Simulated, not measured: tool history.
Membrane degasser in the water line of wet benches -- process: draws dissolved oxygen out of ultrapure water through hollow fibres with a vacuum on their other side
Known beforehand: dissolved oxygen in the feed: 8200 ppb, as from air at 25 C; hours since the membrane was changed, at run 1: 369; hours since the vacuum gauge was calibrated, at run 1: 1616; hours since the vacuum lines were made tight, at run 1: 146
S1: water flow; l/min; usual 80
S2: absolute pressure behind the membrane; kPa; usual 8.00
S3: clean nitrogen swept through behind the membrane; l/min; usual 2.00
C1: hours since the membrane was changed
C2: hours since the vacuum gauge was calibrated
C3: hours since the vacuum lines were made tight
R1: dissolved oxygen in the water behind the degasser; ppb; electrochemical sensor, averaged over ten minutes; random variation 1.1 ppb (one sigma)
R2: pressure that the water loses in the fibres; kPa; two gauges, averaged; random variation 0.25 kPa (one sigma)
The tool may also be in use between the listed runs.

run,hour,S1,S2,S3,C1,C2,C3,R1,R2
1,0.0,80,8.00,2.00,369,1616,146,376.4,67.20
2,34.3,80,8.00,2.00,403,1651,180,376.6,66.80
3,73.7,80,8.00,2.00,443,1690,220,375.6,67.44
4,142.0,80,8.00,2.00,511,1758,288,376.9,67.19
5,193.6,80,8.00,1.43,562,1810,340,483.7,67.83
6,234.4,80,8.00,1.43,603,1851,381,484.7,67.58
7,302.7,80,8.00,1.43,672,1919,449,485.7,67.42
8,338.4,89,8.00,2.00,707,1955,485,410.6,75.21
9,402.4,89,8.00,2.00,771,2019,549,411.6,75.20
10,477.0,80,18.27,2.00,846,2093,623,1082.6,67.84
11,510.1,80,18.27,2.00,879,2127,656,1091.0,67.23
12,553.0,80,18.27,2.00,922,2169,699,1086.5,67.32
13,625.6,120,8.00,2.00,994,2242,772,532.1,100.86
14,694.4,80,8.00,2.00,1063,2311,841,378.4,67.86
15,731.9,80,8.00,2.00,1101,2348,878,377.9,67.78
16,767.5,80,8.00,2.00,1136,2384,914,377.2,68.07
17,839.9,80,8.00,2.00,1209,2456,986,377.7,67.88
18,873.0,65,11.30,3.99,1242,2489,1019,293.3,54.91
19,936.5,121,5.12,2.96,1305,2553,1083,188.7,102.79
20,974.1,121,5.12,2.96,1343,2590,1120,189.1,103.14
21,1022.7,121,5.12,2.96,1392,2639,1169,189.8,102.46
22,1055.2,49,12.96,2.00,1424,2672,1201,497.0,41.39
23,1095.4,125,16.10,1.18,1464,2712,1242,1798.4,106.27
24,1163.4,124,5.53,2.09,1532,2780,1310,287.6,105.57
25,1202.5,54,5.08,2.09,1571,2819,1349,106.8,45.68
26,1260.4,109,8.00,2.00,1629,2877,1407,491.3,92.98
27,1317.8,119,8.00,2.00,1687,2934,1464,532.8,101.34
28,1367.1,74,12.40,1.88,1736,2983,1513,683.7,62.51
29,1398.7,121,8.27,1.88,1768,3015,1545,589.2,103.30
30,1434.7,75,13.78,2.00,1804,3051,1581,750.6,63.16
31,1466.2,80,14.66,2.50,1835,3083,1612,714.5,67.77
32,1537.7,74,8.00,2.00,1907,3154,1684,357.2,62.64

Per-run results on a tool with no hidden state, each run keeping its own random variation:
The tool's hidden condition here consists of: membrane still open, %; true pressure behind the membrane over the reading, kPa; air that leaks in behind the membrane, l/min; drift of the gauge itself on oxygen_ppb, %; drift of the gauge itself on loss_of_pressure_kpa, %.
run,R1,R2
1,374.0,66.98
2,374.1,66.57
3,373.1,67.18
4,374.2,66.89
5,480.2,67.50
6,481.1,67.23
7,482.0,67.04
8,407.2,74.77
9,408.2,74.72
10,1079.9,67.37
11,1088.2,66.75
12,1083.6,66.81
13,526.6,100.04
14,374.8,67.27
15,374.3,67.17
16,373.6,67.44
17,374.0,67.21
18,291.5,54.36
19,183.0,101.71
20,183.4,102.02
21,183.9,101.31
22,494.5,40.92
23,1790.9,105.01
24,279.8,104.28
25,103.8,45.10
26,484.7,91.77
27,525.2,99.98
28,679.4,61.64
29,581.1,101.84
30,746.5,62.25
31,710.7,66.78
32,352.6,61.68

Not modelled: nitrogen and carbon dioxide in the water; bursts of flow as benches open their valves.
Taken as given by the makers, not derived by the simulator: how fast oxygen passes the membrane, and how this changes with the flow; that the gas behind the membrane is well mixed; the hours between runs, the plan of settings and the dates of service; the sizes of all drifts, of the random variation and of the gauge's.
